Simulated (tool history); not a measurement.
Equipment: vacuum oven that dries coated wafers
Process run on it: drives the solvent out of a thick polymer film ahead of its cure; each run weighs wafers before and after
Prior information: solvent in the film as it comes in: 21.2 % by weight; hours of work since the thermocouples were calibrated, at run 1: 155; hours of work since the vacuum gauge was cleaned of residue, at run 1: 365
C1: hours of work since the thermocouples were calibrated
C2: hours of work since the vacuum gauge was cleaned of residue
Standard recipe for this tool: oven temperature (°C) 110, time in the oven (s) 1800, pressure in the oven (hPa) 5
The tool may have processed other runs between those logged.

Run 1, day 0: usual settings; C1 155; C2 365. Result: solvent left in the film (%) 2.79.
Run 2, day 0.317: usual settings; C1 161; C2 370. Result: solvent left in the film (%) 2.72.
Run 3, day 0.642: usual settings; C1 167; C2 376. Result: solvent left in the film (%) 2.71.
Run 4, day 1.029: usual settings; C1 173; C2 383. Result: solvent left in the film (%) 2.67.
Run 5, day 1.3: usual settings but pressure in the oven (hPa) 6.37; C1 178; C2 387. Result: solvent left in the film (%) 2.85.
Run 6, day 1.55: usual settings but oven temperature (°C) 122; C1 182; C2 392. Result: solvent left in the film (%) 0.74.
Run 7, day 1.971: usual settings but oven temperature (°C) 122; C1 190; C2 399. Result: solvent left in the film (%) 0.82.
Run 8, day 2.312: usual settings but oven temperature (°C) 98; C1 196; C2 405. Result: solvent left in the film (%) 6.17.
Run 9, day 2.792: usual settings but oven temperature (°C) 98; C1 204; C2 413. Result: solvent left in the film (%) 6.15.
Run 10, day 3.225: usual settings but oven temperature (°C) 98; C1 211; C2 421. Result: solvent left in the film (%) 6.13.
Run 11, day 3.804: usual settings but oven temperature (°C) 98; C1 221; C2 431. Result: solvent left in the film (%) 6.13.
Run 12, day 4.121: usual settings; C1 227; C2 436. Result: solvent left in the film (%) 2.77.
Run 13, day 4.683: usual settings; C1 237; C2 446. Result: solvent left in the film (%) 2.76.
Run 14, day 5.117: usual settings but time in the oven (s) 1380; C1 244; C2 454. Result: solvent left in the film (%) 4.15.
Run 15, day 5.371: usual settings but time in the oven (s) 1380; C1 249; C2 458. Result: solvent left in the film (%) 4.08.
Run 16, day 5.783: usual settings but oven temperature (°C) 97, time in the oven (s) 1860, pressure in the oven (hPa) 10.34; C1 256; C2 465. Result: solvent left in the film (%) 6.63.
Run 17, day 6.208: usual settings but oven temperature (°C) 97, time in the oven (s) 1860, pressure in the oven (hPa) 10.34; C1 263; C2 473. Result: solvent left in the film (%) 6.64.
Run 18, day 6.446: usual settings but oven temperature (°C) 97, time in the oven (s) 1860, pressure in the oven (hPa) 10.34; C1 267; C2 477. Result: solvent left in the film (%) 6.61.
Run 19, day 6.875: usual settings but oven temperature (°C) 97, time in the oven (s) 1140, pressure in the oven (hPa) 2.63; C1 275; C2 484. Result: solvent left in the film (%) 9.13.
Run 20, day 7.196: usual settings but time in the oven (s) 1980, pressure in the oven (hPa) 9.43; C1 280; C2 490. Result: solvent left in the film (%) 2.62.
Run 21, day 7.658: usual settings but time in the oven (s) 1980, pressure in the oven (hPa) 9.43; C1 288; C2 498. Result: solvent left in the film (%) 2.58.
Run 22, day 8.083: usual settings but time in the oven (s) 1980, pressure in the oven (hPa) 9.43; C1 296; C2 505. Result: solvent left in the film (%) 2.6.

Run 23 comes next. What will it give?
Run 23, day 8.662: usual settings but oven temperature (°C) 108, time in the oven (s) 1980, pressure in the oven (hPa) 9.44; C1 306; C2 515. Result: solvent left in the film (%) ?.

Run 23 yielded solvent left in the film (%) 3.08.
If the tool had no hidden condition, the same run with the same run-to-run variation would have returned solvent left in the film (%) 2.89.
